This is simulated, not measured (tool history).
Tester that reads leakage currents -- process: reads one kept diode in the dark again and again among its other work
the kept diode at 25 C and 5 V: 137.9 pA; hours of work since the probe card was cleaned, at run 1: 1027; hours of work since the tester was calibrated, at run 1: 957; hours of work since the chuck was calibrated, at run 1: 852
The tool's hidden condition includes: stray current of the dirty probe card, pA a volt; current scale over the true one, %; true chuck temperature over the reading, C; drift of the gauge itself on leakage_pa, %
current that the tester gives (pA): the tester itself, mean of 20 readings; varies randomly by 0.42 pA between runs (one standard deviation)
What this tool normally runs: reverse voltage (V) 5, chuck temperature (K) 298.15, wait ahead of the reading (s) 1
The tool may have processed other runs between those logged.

run	hour	reverse voltage (V)	chuck temperature (K)	wait ahead of the reading (s)	hours of work since the probe card was cleaned	hours of work since the tester was calibrated	hours of work since the chuck was calibrated	current that the tester gives (pA)
1	0	5	298.15	1	1027	957	852	138.36
2	83.8	5	298.15	1	1066	997	892	138.77
3	167.7	5	295.15	1	1106	1036	931	108.32
4	247.1	5	298.15	1	1143	1074	969	138.06
5	306.3	5	314.15	1	1171	1101	997	478.31
6	381.1	5	298.15	0.74	1206	1137	1032	138
# hour 399.4: probe card cleaned and baked
7	475.3	5	298.15	0.74	36	1180	1075	138.9
8	516.1	5	298.15	0.74	55	1199	1094	138.58
9	611.7	1.46	298.15	1	100	1244	1139	95.01
10	681.3	1.46	298.15	1	133	1277	1172	94.15
11	723.8	1.56	298.15	1	153	1297	1192	96.47
12	798.5	5	298.15	1	188	1332	1227	138.87
# hour 862.2: chuck's temperature calibrated
13	895.3	5	298.15	1	233	1377	16	138.4
14	961.9	5	298.15	5.45	264	1408	47	138.37
15	1029.1	5	298.15	5.45	296	1440	79	138.02
16	1076.4	5	298.15	5.45	318	1462	101	137.62
17	1131.2	5	298.15	5.45	344	1488	127	137.95
18	1183.2	5	298.15	5.45	368	1512	151	138.55
19	1276	5	298.15	0.63	412	1556	195	139.04
20	1331.8	5	298.15	3.99	439	1582	221	138.58
21	1417.1	5	298.15	3.99	479	1623	262	138.07
22	1496	2.57	298.15	0.73	516	1660	299	112.64
23	1593.8	1.37	306.15	0.73	562	1706	345	174.95

What does the tool deliver on the next run?
24	1689.3	1.37	306.15	0.72	607	1751	390	?

current that the tester gives (pA): 174.86
On a tool with no hidden condition, and with the same random variation, this run would have come out at current that the tester gives (pA) 174.83.
